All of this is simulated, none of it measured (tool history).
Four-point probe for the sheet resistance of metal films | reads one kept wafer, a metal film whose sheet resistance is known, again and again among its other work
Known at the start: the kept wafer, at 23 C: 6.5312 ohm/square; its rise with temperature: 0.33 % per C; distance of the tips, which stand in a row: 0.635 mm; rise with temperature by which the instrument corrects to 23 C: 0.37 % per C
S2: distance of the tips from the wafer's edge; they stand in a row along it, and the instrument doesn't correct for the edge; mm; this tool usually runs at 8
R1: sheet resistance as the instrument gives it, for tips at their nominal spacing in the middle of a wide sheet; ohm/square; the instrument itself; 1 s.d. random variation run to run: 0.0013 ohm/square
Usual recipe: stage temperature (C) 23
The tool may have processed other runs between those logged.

Run 1, hour 0.0: usual settings. Result: R1 6.560011 ohm/square.
Run 2, hour 24.7: usual settings. Result: R1 6.560718 ohm/square.
Run 3, hour 43.0: usual settings. Result: R1 6.557676 ohm/square.
Run 4, hour 67.2: usual settings. Result: R1 6.559266 ohm/square.
Run 5, hour 94.0: usual settings but S2 5 mm. Result: R1 6.594444 ohm/square.
Run 6, hour 112.8: usual settings but stage temperature (C) 19, S2 15 mm. Result: R1 6.554462 ohm/square.
Run 7, hour 125.6: usual settings but stage temperature (C) 19, S2 15 mm. Result: R1 6.555621 ohm/square.
Run 8, hour 146.4: usual settings but stage temperature (C) 28. Result: R1 6.546707 ohm/square.
Run 9, hour 158.8: usual settings but stage temperature (C) 28. Result: R1 6.544814 ohm/square.
Run 10, hour 183.4: usual settings but stage temperature (C) 28. Result: R1 6.547351 ohm/square.

Consider 4 possible next runs. They are alternatives, not a sequence: every one starts from the tool as it was left by run 10. What does each give?
Run A, hour 195.0: usual settings but S2 17 mm. Result: R1 ?.
Run B, hour 195.0: usual settings but stage temperature (C) 22, S2 20 mm. Result: R1 ?.
Run C, hour 195.0: usual settings but stage temperature (C) 29, S2 7 mm. Result: R1 ?.
Run D, hour 195.0: usual settings but stage temperature (C) 20, S2 33 mm. Result: R1 ?.

run        R1
  A  6.541463
  B  6.543236
  C  6.548350
  D  6.547440
With no hidden state in the tool, these same runs would have given:
run        R1
  A  6.536077
  B  6.537841
  C  6.542998
  D  6.542028

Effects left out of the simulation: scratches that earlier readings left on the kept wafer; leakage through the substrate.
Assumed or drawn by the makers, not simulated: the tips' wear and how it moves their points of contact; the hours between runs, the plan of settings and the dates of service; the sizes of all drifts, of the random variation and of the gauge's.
